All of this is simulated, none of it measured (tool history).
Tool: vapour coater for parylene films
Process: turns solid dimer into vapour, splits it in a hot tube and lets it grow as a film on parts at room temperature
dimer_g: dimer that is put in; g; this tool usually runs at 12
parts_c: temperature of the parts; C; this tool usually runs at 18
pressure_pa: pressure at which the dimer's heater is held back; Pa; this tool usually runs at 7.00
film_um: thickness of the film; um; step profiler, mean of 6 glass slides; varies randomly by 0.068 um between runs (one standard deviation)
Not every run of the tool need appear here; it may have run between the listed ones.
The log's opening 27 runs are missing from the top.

run   hour  dimer_g  parts_c  pressure_pa  film_um
 28  313.9       12       12         8.43     9.42
 29  327.0       12       11         7.00     9.85
 30  336.9        7       11         7.00     5.67
 31  351.1        8       13         3.86     6.45
 32  360.8        8       13         3.86     6.53
 33  377.2        8       13         3.86     6.60
 34  391.3       10       13         3.86     8.29
 35  401.9        9       12         9.73     6.92
 36  411.7        9       28         4.13     4.64
 37  420.2       12       16         7.31     8.32
 38  430.8       12       16         7.31     8.41
 39  445.5       12       16         7.31     8.32
 40  454.5       12       16         7.31     8.23
 41  469.8       12       16         7.31     8.26
 42  483.2       12       11         4.86    10.00

For run 43, what comes out?
 43  498.4       12       11         4.86        ?

{"run 43": {"film_um": 10.08}}
Take away the tool's hidden state, keep the run-to-run variation as it was, and the same run would have given film_um 10.52 um.
